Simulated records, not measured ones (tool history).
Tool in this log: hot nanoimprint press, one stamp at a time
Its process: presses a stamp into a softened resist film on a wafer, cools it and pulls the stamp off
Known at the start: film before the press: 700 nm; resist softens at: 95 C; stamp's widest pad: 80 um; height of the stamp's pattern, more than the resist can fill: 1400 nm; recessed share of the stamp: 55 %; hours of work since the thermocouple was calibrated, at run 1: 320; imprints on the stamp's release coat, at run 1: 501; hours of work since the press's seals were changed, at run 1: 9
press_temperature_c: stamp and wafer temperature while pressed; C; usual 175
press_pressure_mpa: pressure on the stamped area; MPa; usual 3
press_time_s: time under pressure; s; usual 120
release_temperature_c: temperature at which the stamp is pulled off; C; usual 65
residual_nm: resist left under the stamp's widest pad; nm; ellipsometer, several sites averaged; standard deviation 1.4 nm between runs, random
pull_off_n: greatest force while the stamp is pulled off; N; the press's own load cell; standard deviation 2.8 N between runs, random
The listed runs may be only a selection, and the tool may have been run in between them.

run,hour,press_temperature_c,press_pressure_mpa,press_time_s,release_temperature_c,hours of work since the thermocouple was calibrated,imprints on the stamp's release coat,hours of work since the press's seals were changed,residual_nm,pull_off_n
1,0,175,3,120,65,320,501,9,417.4,126
2,5.4,175,3,120,65,324,523,13,418,129
3,11.6,175,1.82,120,65,328,548,17,512.3,128
4,17.6,168,3,120,65,332,572,21,490.7,134
5,22.3,168,3,120,65,335,592,24,491.9,129
6,31.3,168,3,120,65,341,628,30,489.5,132
7,35.6,168,3,120,65,344,646,33,491.9,133
8,44.5,175,4.26,120,65,350,682,39,355.6,125
9,48.3,175,3,120,56,352,697,42,419,143
10,54.4,175,3,120,56,356,722,46,420.4,144
11,62.8,175,3,120,56,362,756,52,419.7,141
12,69.5,175,3,120,65,367,783,56,419.5,124
13,76.7,175,1.97,120,65,371,813,61,497.9,129
14,82.4,175,1.97,120,65,375,836,65,495.4,130
15,86.3,175,1.97,120,65,378,852,67,499.5,132
16,94.6,175,1.97,120,65,383,885,73,498.5,132
17,101.1,185,2.29,229,53,388,912,77,305.8,152
# hour 109.5: plate thermocouple calibrated
18,112,185,2.29,229,53,2,944,83,305,154
19,118.3,172,3.45,62,56,6,970,87,499.2,148
20,124,170,3.45,62,70,10,993,91,520,119
21,127.7,170,3.45,62,70,12,1008,93,520.1,123
22,136.5,186,1.99,62,58,18,1044,99,475.2,143
23,143.2,185,3.84,120,65,23,1071,104,288.7,130
24,146.9,175,1.82,120,66,25,1086,106,513.1,129
25,153.1,175,1.82,120,66,29,1111,110,509.9,123
26,158.5,175,1.82,120,66,33,1133,114,512.6,128
27,167.3,175,1.82,120,66,39,1169,120,512.4,128
28,176.4,175,1.82,120,66,45,1206,126,510.4,127
29,181.6,171,3.03,199,66,48,1227,129,396.8,130

For each entry between runs, how does the tool's hidden state at the last listed run before it compare with that at the first listed run after it?
In the gap between runs 17 and 18: plate thermocouple calibrated (hour 109.5)
  true temperature over the reading, C: -0.03 -> -0.01
